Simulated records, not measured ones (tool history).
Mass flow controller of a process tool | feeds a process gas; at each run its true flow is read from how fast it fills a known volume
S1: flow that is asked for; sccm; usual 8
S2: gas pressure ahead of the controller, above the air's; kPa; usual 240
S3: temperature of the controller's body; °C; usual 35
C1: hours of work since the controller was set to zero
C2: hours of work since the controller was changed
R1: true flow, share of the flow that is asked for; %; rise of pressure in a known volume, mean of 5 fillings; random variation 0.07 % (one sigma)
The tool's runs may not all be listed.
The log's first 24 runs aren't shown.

Run 25, day 191.058: usual settings but S1 3 sccm; C1 1900; C2 1900. Result: R1 96.16 %.
Run 26, day 197.846: usual settings but S1 11 sccm, S3 26 °C; C1 2026; C2 2026. Result: R1 98.46 %.
Run 27, day 203.888: usual settings but S1 11 sccm, S3 26 °C; C1 2138; C2 2138. Result: R1 98.55 %.
Run 28, day 215.154: usual settings but S1 13 sccm, S2 224 kPa, S3 31 °C; C1 2348; C2 2348. Result: R1 98.51 %.
Run 29, day 223.321: usual settings but S1 13 sccm, S2 224 kPa, S3 31 °C; C1 2500; C2 2500. Result: R1 98.52 %.
Run 30, day 228.367: usual settings but S1 2 sccm, S2 231 kPa, S3 28 °C; C1 2593; C2 2593. Result: R1 94.66 %.
Run 31, day 235.875: usual settings but S1 2 sccm, S2 148 kPa; C1 2733; C2 2733. Result: R1 94.72 %.
Run 32, day 243.396: usual settings but S3 27 °C; C1 2873; C2 2873. Result: R1 97.87 %.
Run 33, day 250.638: usual settings but S1 3 sccm, S2 202 kPa, S3 25 °C; C1 3007; C2 3007. Result: R1 96 %.

The next listed run, before its measurement:
Run 34, day 257.446: usual settings but S1 2 sccm, S3 23 °C; C1 3134; C2 3134. Result: R1 ?.

{"run 34": {"R1": 94.4}}
Without the tool's hidden state the same run would have given R1 98.06 %.
